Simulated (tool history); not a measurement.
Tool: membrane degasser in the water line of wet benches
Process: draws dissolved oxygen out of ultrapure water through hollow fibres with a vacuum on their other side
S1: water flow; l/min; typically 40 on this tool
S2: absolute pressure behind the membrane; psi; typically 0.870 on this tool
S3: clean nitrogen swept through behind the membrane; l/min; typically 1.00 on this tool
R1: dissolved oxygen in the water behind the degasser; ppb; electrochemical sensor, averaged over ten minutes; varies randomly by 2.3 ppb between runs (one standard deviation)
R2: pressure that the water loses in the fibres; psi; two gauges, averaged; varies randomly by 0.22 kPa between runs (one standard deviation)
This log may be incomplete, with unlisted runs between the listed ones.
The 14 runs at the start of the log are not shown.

run,day,S1,S2,S3,R1,R2
15,86.329,38,0.870,1.00,232.0,7.800
16,91.508,30,0.779,0.66,206.4,6.196
# day 92.054: vacuum gauge calibrated
17,96.542,30,0.544,1.55,37.5,6.086
18,100.217,30,0.544,1.55,37.7,6.103
19,108.279,30,1.117,1.52,212.2,6.129
20,115.779,43,0.602,1.42,93.6,8.826
21,123.683,40,0.870,2.11,142.1,8.177
22,128.596,47,0.870,1.00,287.9,9.707
# day 135.104: vacuum gauge calibrated, once more
23,135.104,26,0.561,0.90,44.3,5.288
24,142.817,26,0.561,0.90,44.0,5.366
25,148.738,40,0.750,0.76,207.4,8.163
26,154.654,40,0.750,0.76,206.7,8.244
27,159.433,25,1.714,1.00,458.3,5.171
28,166.758,40,1.604,2.55,299.0,8.241
29,174.808,32,1.488,0.80,553.6,6.577
# day 177.104: seals of the vacuum lines changed
30,182.004,47,0.608,0.80,134.9,9.689

4 ways to go on from here, each from the tool as it stands after run 30. What would each give?
A,185.867,40,0.624,0.63,?,?
B,185.867,47,0.608,0.62,?,?
C,185.867,47,0.619,0.80,?,?
D,185.867,38,1.091,1.11,?,?

run,R1,R2
A,142.6,8.312
B,153.6,9.707
C,143.9,9.765
D,308.8,7.883
Had the tool no hidden state, the same runs would have come out as:
run,R1,R2
A,136.4,8.016
B,145.4,9.359
C,136.0,9.419
D,304.3,7.600
